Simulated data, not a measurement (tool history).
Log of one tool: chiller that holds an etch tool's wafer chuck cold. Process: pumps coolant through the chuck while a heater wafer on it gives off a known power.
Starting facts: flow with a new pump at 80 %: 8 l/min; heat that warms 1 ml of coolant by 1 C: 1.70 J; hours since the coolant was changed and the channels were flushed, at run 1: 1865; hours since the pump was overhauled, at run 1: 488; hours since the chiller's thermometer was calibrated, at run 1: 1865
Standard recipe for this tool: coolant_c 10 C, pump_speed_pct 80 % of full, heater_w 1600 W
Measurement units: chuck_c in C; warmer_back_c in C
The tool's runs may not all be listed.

run,day,coolant_c,pump_speed_pct,heater_w,hours since the coolant was changed and the channels were flushed,hours since the pump was overhauled,hours since the chiller's thermometer was calibrated,chuck_c,warmer_back_c
1,0.000,10,80,1600,1865,488,1865,22.4,7.18
2,3.267,0,80,1600,1944,567,1944,12.2,7.20
3,5.617,10,80,1600,2000,623,2000,22.5,7.22
4,7.071,10,80,1600,2035,658,2035,22.5,7.21
5,8.775,13,80,1600,2076,699,2076,25.5,7.18
6,12.088,10,80,1600,2155,779,2155,22.5,7.22
7,14.475,10,80,1600,2213,836,2213,22.4,7.23
8,17.629,10,80,1600,2288,912,2288,22.7,7.24
9,20.050,10,80,1600,2347,970,2347,22.8,7.20
10,21.550,10,80,1600,2383,1006,2383,22.7,7.32
11,24.650,10,80,1985,2457,1080,2457,25.6,8.95
12,27.017,10,80,1600,2514,1137,2514,22.7,7.29
13,30.217,10,80,1600,2591,1214,2591,22.6,7.32
14,31.804,10,80,1600,2629,1252,2629,22.7,7.33
# day 32.192: coolant pump overhauled
15,34.638,10,80,1600,2692,59,2692,23.0,7.39
16,37.254,10,80,1600,2754,121,2754,22.8,7.31
17,40.242,16,80,2091,2826,193,2826,32.9,9.59
18,43.608,3,80,1110,2907,274,2907,12.1,5.14
# day 44.667: coolant pump overhauled, once more
19,46.375,3,80,1110,2968,41,2968,12.1,4.87
20,49.333,3,80,1110,3039,112,3039,12.0,4.89
21,51.171,15,92,1110,3083,156,3083,23.4,4.24
22,52.646,14,80,1600,3119,191,3119,26.8,7.13
23,54.458,14,80,1600,3162,235,3162,26.9,7.14
24,57.388,3,75,1600,3233,305,3233,16.4,7.59
25,60.367,10,99,1592,3304,377,3304,21.3,5.71
26,62.671,15,75,1806,3359,432,3359,30.0,8.61
27,65.133,17,61,1600,3418,491,3418,32.5,9.33
28,68.533,3,100,1916,3500,573,3500,16.3,6.87
29,71.575,3,100,1916,3573,646,3573,16.4,6.86
30,73.092,19,80,943,3610,682,3610,27.1,4.20
31,75.142,10,72,923,3659,731,3659,18.3,4.52
32,77.833,2,75,1761,3723,796,3723,17.3,8.50

Branching from run 32: 3 alternative next runs. What would each branch give?
A,80.404,2,69,1761,3785,858,3785,?,?
B,80.404,13,84,1027,3785,858,3785,?,?
C,80.404,6,75,975,3785,858,3785,?,?

run,chuck_c,warmer_back_c
A,18.0,9.23
B,21.5,4.46
C,14.6,4.72
What these runs would have given with no unlogged condition in the tool:
run,chuck_c,warmer_back_c
A,16.1,9.06
B,20.2,4.38
C,13.3,4.63
